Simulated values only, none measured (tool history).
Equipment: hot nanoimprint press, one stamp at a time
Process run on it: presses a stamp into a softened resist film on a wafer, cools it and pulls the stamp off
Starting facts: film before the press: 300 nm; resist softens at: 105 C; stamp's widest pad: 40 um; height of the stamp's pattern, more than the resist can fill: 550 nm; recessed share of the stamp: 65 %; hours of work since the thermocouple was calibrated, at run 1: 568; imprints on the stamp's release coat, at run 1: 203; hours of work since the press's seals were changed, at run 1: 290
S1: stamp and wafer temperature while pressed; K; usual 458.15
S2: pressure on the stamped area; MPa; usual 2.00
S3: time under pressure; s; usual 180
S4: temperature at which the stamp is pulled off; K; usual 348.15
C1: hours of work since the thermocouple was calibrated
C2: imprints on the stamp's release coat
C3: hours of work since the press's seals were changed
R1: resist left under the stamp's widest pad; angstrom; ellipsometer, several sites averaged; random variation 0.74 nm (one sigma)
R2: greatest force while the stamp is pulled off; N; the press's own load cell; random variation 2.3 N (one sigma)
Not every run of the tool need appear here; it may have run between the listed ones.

run,hour,S1,S2,S3,S4,C1,C2,C3,R1,R2
1,0.0,458.15,2.00,180,348.15,568,203,290,1623,108
# hour 20.2: plate thermocouple calibrated
2,39.9,458.15,2.00,180,348.15,11,310,310,1614,107
3,63.5,458.15,2.00,180,348.15,23,379,322,1616,106
4,89.0,458.15,2.00,180,348.15,37,453,336,1612,107
5,125.9,458.15,2.00,180,348.15,57,560,356,1620,109
6,165.2,458.15,2.00,170,348.15,78,674,377,1633,108
7,187.6,458.15,1.40,180,348.15,90,739,389,1817,107
8,227.9,458.15,1.40,180,348.15,112,856,411,1799,103
9,259.6,458.15,1.40,180,348.15,129,949,428,1808,105
10,280.6,458.15,2.00,180,342.15,140,1009,439,1615,124
11,317.7,458.15,2.00,180,342.15,160,1117,459,1598,123
12,353.6,458.15,2.00,180,348.15,180,1222,479,1594,110
13,387.8,458.15,2.00,180,348.15,198,1321,497,1598,110
14,406.0,458.15,2.00,180,348.15,208,1374,507,1591,108
15,433.4,458.15,2.00,180,348.15,223,1453,522,1583,108
16,462.6,458.15,2.00,255,348.15,238,1538,537,1413,105
17,493.5,458.15,2.00,255,348.15,255,1628,554,1406,108
18,532.9,458.15,1.64,255,345.15,276,1742,575,1505,112
19,564.6,463.15,2.00,261,351.15,293,1834,592,1132,97
20,585.8,463.15,2.00,261,351.15,305,1896,604,1143,95
# hour 610.8: stamp cleaned and given a new release coat
21,626.2,462.15,1.33,355,356.15,323,45,622,1235,81
22,647.7,458.15,1.39,326,348.15,335,107,634,1467,108
23,665.8,448.15,2.19,326,348.15,344,160,643,1777,104
24,698.5,469.15,2.19,326,335.15,362,255,661,774,141
25,730.0,469.15,1.22,160,337.15,379,347,678,1365,134
# hour 752.3: gauge calibrated
26,771.9,455.15,2.00,338,348.15,402,468,701,1442,111
27,802.1,458.15,2.00,138,348.15,418,556,717,1755,103
28,819.9,455.15,1.40,119,348.15,427,607,726,2205,107
29,856.1,446.15,1.40,318,348.15,447,713,746,2204,107
30,885.1,446.15,1.40,318,348.15,462,797,761,2181,110

Consider 3 possible next runs. They are alternatives, not a sequence: every one starts from the tool as it was left by run 30. What does each give?
A,903.8,458.15,2.45,138,347.15,473,851,772,?,?
B,903.8,458.15,2.58,180,348.15,473,851,772,?,?
C,903.8,448.15,1.46,180,348.15,473,851,772,?,?

run,R1,R2
A,1640,109
B,1469,110
C,2348,107
Take away the tool's hidden state, keep each run's random variation, and the runs would have read:
run,R1,R2
A,1647,108
B,1476,109
C,2360,107

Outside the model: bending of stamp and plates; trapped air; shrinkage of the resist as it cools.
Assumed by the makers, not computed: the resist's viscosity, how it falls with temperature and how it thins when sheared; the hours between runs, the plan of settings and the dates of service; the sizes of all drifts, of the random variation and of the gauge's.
